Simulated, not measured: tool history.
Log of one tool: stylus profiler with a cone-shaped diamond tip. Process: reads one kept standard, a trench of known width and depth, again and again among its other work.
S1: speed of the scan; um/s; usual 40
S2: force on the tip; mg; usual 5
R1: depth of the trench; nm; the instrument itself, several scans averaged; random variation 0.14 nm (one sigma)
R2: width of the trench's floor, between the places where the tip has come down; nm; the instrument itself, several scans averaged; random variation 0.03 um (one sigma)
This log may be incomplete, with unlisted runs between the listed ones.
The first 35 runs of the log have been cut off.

run    hour  S1     S2      R1     R2
 36    2676  15   9.55  515.49  16690
 37  2741.6  94   9.49  515.56  16530
 38  2786.1  94   9.49   515.9  16500
 39  2850.5  81   1.85  507.44  16390
 40  2936.6  81   1.85  507.43  16260
 41  3003.9  81   1.85  507.47  16310
 42  3061.3  25  14.86  520.37  16630
     3094.4  -- height scale calibrated on a step standard
 43  3157.5  66   5.09  508.35  16480
 44  3222.1  43      5  508.17  16510
 45    3268  33   7.77  511.07  16580

Branching from run 45: 3 alternative next runs. What would each branch give?
  A  3341.2  110  7.77   ?   ?
  B  3341.2   33  2.14   ?   ?
  C  3341.2   11  2.25   ?   ?

run      R1     R2
  A   511.1  16420
  B   504.6  16480
  C  505.18  16610
What these runs would have given with no unlogged condition in the tool:
run      R1     R2
  A  510.94  17140
  B  504.44  17190
  C  505.02  17320
